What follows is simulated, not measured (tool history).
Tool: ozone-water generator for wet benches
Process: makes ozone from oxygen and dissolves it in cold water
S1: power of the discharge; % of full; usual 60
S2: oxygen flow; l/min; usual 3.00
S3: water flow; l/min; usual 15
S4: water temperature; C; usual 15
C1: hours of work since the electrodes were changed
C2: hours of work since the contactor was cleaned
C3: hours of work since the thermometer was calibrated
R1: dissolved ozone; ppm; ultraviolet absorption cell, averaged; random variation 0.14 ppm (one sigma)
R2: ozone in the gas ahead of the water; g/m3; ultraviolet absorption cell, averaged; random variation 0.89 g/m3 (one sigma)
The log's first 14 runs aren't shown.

run,day,S1,S2,S3,S4,C1,C2,C3,R1,R2
15,64.742,60,3.00,12,15,2780,656,270,17.3,134.1
16,69.404,60,3.00,12,15,2869,746,359,17.3,134.4
17,74.479,58,3.00,18,12,2967,843,457,12.1,133.4
18,79.021,58,3.00,18,12,3054,930,544,11.9,132.2
19,84.871,60,3.00,21,13,3166,1043,656,10.2,133.9
20,88.725,50,2.78,14,20,3240,1117,730,12.8,129.5
21,92.425,60,2.31,15,15,3311,1188,801,14.2,159.5
# day 92.975: water thermometer calibrated, once more
22,99.446,60,2.31,15,15,3446,1322,124,14.2,158.4
23,106.421,61,2.84,16,22,3580,1456,258,12.3,137.9
24,112.738,69,1.79,22,14,3701,1577,380,9.5,197.6
25,118.338,60,2.33,15,15,3809,1685,487,13.9,155.8
26,122.142,60,2.33,15,15,3882,1758,560,13.9,154.8
27,125.654,93,5.12,15,10,3949,1825,628,16.7,110.5
28,132.033,93,5.12,15,10,4072,1948,750,17.0,109.0
29,137.304,93,5.12,15,10,4173,2049,851,16.5,110.1
30,143.200,93,5.12,15,22,4286,2162,964,13.9,108.2
31,147.404,60,4.94,11,15,4367,2243,1045,15.9,91.9
32,152.771,60,4.94,11,15,4470,2346,1148,16.0,92.3

5 ways to go on from here, each from the tool as it stands after run 32. What would each give?
A,157.688,60,2.66,14,15,4564,2441,1243,?,?
B,157.688,60,3.00,10,11,4564,2441,1243,?,?
C,157.688,80,2.43,15,15,4564,2441,1243,?,?
D,157.688,40,3.00,15,16,4564,2441,1243,?,?
E,157.688,55,3.84,9,15,4564,2441,1243,?,?

run,R1,R2
A,14.2,138.5
B,19.8,127.6
C,15.1,168.6
D,11.1,107.0
E,18.2,104.8
Without the tool's hidden state the same runs would have given:
run,R1,R2
A,16.6,158.2
B,23.0,145.8
C,18.1,196.5
D,12.6,118.9
E,21.0,119.0

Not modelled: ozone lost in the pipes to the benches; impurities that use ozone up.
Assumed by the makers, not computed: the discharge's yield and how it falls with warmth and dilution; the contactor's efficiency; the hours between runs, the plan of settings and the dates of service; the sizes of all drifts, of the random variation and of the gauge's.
